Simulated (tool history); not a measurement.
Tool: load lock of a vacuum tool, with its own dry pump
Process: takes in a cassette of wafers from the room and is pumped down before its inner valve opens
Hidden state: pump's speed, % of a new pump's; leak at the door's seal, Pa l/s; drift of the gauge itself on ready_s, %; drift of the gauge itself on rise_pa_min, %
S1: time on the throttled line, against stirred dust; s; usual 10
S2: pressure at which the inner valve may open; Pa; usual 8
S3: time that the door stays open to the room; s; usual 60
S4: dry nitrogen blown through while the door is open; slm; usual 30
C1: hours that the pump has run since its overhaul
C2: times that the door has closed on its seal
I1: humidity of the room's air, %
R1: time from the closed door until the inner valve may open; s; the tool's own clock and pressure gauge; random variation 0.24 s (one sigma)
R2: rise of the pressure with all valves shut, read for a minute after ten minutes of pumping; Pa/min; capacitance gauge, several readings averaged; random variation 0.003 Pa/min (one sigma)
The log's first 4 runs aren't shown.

Run 5, day 19.188: usual settings but S4 33 slm; C1 1789; C2 20188; I1 45.4. Result: R1 20.1 s, R2 0.028 Pa/min.
Run 6, day 24.146: usual settings but S1 11 s; C1 1908; C2 20718; I1 43.2. Result: R1 21 s, R2 0.032 Pa/min.
Run 7, day 28.112: usual settings but S4 13 slm; C1 2003; C2 21143; I1 42.2. Result: R1 20 s, R2 0.042 Pa/min.
Run 8, day 32.279: usual settings but S4 7 slm; C1 2103; C2 21589; I1 45.9. Result: R1 20 s, R2 0.047 Pa/min.
Run 9, day 36.071: usual settings but S1 5 s; C1 2194; C2 21994; I1 45.5. Result: R1 16.2 s, R2 0.029 Pa/min.
Run 10, day 40.817: usual settings but S1 5 s; C1 2308; C2 22503; I1 41.4. Result: R1 15.7 s, R2 0.028 Pa/min.
Run 11, day 46.517: usual settings but S1 12 s; C1 2445; C2 23112; I1 44.6. Result: R1 21.8 s, R2 0.029 Pa/min.
Run 12, day 51.896: usual settings; C1 2574; C2 23688; I1 45.2. Result: R1 19.7 s, R2 0.035 Pa/min.
Run 13, day 55.621: usual settings; C1 2663; C2 24086; I1 43.1. Result: R1 19.9 s, R2 0.029 Pa/min.
At day 57.546: door's seal changed, seat wiped.
Run 14, day 59.029: usual settings; C1 2744; C2 159; I1 43.1. Result: R1 19.8 s, R2 0.027 Pa/min.
Run 15, day 62.029: usual settings; C1 2816; C2 479; I1 43.6. Result: R1 20.1 s, R2 0.027 Pa/min.
Run 16, day 65.525: usual settings; C1 2900; C2 854; I1 44. Result: R1 19.3 s, R2 0.026 Pa/min.
Run 17, day 68.346: usual settings; C1 2967; C2 1156; I1 46.4. Result: R1 19.6 s, R2 0.028 Pa/min.
Run 18, day 73.646: usual settings; C1 3095; C2 1723; I1 44.5. Result: R1 19.7 s, R2 0.032 Pa/min.
Run 19, day 77.142: usual settings but S1 9 s, S2 12 Pa, S3 107 s, S4 38 slm; C1 3179; C2 2097; I1 44.1. Result: R1 18.6 s, R2 0.021 Pa/min.
Run 20, day 81.012: usual settings but S2 7 Pa, S3 131 s, S4 10 slm; C1 3271; C2 2511; I1 48. Result: R1 20 s, R2 0.051 Pa/min.
Run 21, day 84.2: usual settings but S2 7 Pa, S3 159 s, S4 6 slm; C1 3348; C2 2852; I1 48.2. Result: R1 19.7 s, R2 0.066 Pa/min.
Run 22, day 88.95: usual settings but S1 5 s, S2 7 Pa, S3 37 s, S4 26 slm; C1 3462; C2 3361; I1 43.9. Result: R1 16.4 s, R2 0.022 Pa/min.
Run 23, day 92.012: usual settings but S3 78 s; C1 3535; C2 3688; I1 38.9. Result: R1 19.4 s, R2 0.027 Pa/min.
Run 24, day 97.371: usual settings but S3 106 s, S4 35 slm; C1 3664; C2 4261; I1 44.8. Result: R1 19.9 s, R2 0.024 Pa/min.
Run 25, day 100.975: usual settings but S3 106 s, S4 35 slm; C1 3751; C2 4647; I1 46.1. Result: R1 20.2 s, R2 0.028 Pa/min.

The next listed run, before its measurement:
Run 26, day 104.996: usual settings but S1 6 s, S2 15 Pa, S3 106 s, S4 35 slm; C1 3847; C2 5078; I1 43. Result: R1 ?, R2 ?.

R1: 15.6 s
R2: 0.033 Pa/min
Without the tool's hidden state the same run would have given R1 15.6 s, R2 0.033 Pa/min.
